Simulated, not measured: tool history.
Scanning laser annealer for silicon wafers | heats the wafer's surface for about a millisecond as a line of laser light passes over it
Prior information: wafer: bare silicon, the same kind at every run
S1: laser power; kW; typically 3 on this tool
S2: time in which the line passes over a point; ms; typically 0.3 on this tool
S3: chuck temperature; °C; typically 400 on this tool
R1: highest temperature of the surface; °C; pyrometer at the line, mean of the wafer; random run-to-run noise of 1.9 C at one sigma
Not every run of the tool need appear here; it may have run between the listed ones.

run,hour,S1,S2,S3,R1
1,0,3,0.3,400,1155
# hour 15.7: window over the wafer cleaned
2,71,3,0.3,400,1181
3,116.4,3,0.3,400,1178
4,153.5,3,0.213,400,1041
5,224.2,3,0.3,400,1175
6,273.4,3,0.3,400,1174
7,321.7,3,0.3,400,1175
8,395.2,3,0.3,400,1172
9,432.9,3,0.3,400,1169
10,485.2,2.737,0.3,400,1080
# hour 542.7: optics aligned, line set to its width
11,557.1,3,0.3,400,1181
12,594.5,3,0.3,400,1185
13,642.4,3,0.3,400,1180
14,689.1,3,0.3,400,1179
15,762.7,3,0.3,400,1178
16,820.8,3.129,0.3,400,1218
17,893.6,3.129,0.3,400,1218
18,944.1,3.129,0.3,400,1213
19,1007.8,3,0.3,400,1168
20,1066.1,3,0.3,400,1165
21,1119.3,2.779,0.272,400,1055
22,1167.5,2.964,0.292,404,1143
23,1220.1,2.919,0.292,404,1126
# hour 1245.8: window over the wafer cleaned
24,1262.7,2.912,0.292,386,1134
25,1330.3,3,0.293,378,1154
26,1366.5,2.771,0.218,400,993
27,1440.6,2.909,0.291,377,1115
28,1508.6,3,0.363,403,1272
29,1567.8,3,0.267,365,1094
30,1635.9,3,0.267,365,1095
31,1691.5,3.226,0.253,395,1175
32,1732.7,3,0.276,400,1141
33,1777.7,2.874,0.347,413,1204
34,1812.8,2.874,0.347,413,1204
35,1864.6,2.658,0.23,361,926
36,1917.7,2.658,0.37,361,1096
# hour 1982.4: optics aligned, line set to its width
37,1995.2,2.968,0.3,434,1208
38,2030.7,2.599,0.313,400,1059
39,2067.9,2.755,0.272,400,1058
40,2132,3.275,0.239,439,1208

Predict each of these 5 candidate next runs independently; none follows another, all start after run 40:
A,2166.1,2.821,0.239,439,?
B,2166.1,3,0.237,400,?
C,2166.1,2.824,0.211,363,?
D,2166.1,3.266,0.253,398,?
E,2166.1,2.808,0.239,440,?

run,R1
A,1068
B,1080
C,953
D,1189
E,1066
What these runs would have given with no unlogged condition in the tool:
run,R1
A,1078
B,1090
C,962
D,1200
E,1075
